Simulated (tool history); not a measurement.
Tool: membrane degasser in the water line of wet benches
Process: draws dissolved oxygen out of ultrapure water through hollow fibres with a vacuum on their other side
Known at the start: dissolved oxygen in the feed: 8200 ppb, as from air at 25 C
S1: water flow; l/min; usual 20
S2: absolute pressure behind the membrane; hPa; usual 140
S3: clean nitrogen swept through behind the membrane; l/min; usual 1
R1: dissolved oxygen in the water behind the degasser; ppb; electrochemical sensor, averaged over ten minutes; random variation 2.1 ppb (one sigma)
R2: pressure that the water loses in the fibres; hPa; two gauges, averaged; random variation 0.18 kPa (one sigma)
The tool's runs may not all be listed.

run    hour  S1   S2    S3      R1     R2
  1       0  20  140     1   471.3  365.4
  2   140.5  20  140     1   475.6  362.4
  3   270.5  20  304     1  1101.7  366.8
  4   352.8  20  214     1   767.1  363.4
  5   470.5  20  214     1   770.5  366.8
  6   569.2  20  214     1   764.9  366.3
  7   682.8  20  214     1   766.5  366.2
      697.5  -- vacuum gauge calibrated
  8   794.2  13  144  1.62   224.3  233.4
  9   874.1  13  144  1.62   222.2  239.6
 10  1036.4  20  213  1.61   515.5  365.5
     1091.9  -- seals of the vacuum lines changed
 11  1128.4  20  213  1.61     501  366.4

The same runs without the tool's hidden state, with the same run-to-run variation:
The hidden state here: membrane still open, %; true pressure behind the membrane over the reading, kPa; air that leaks in behind the membrane, l/min; drift of the gauge itself on oxygen_ppb, %; drift of the gauge itself on loss_of_pressure_kpa, %.
run      R1     R2
  1   459.8  359.2
  2   463.6    356
  3  1077.9  360.2
  4   749.4  356.7
  5   752.2  359.8
  6   746.4  359.2
  7   747.6  358.8
  8   211.7  228.5
  9   209.6  234.6
 10   497.4  357.6
 11     495  358.3
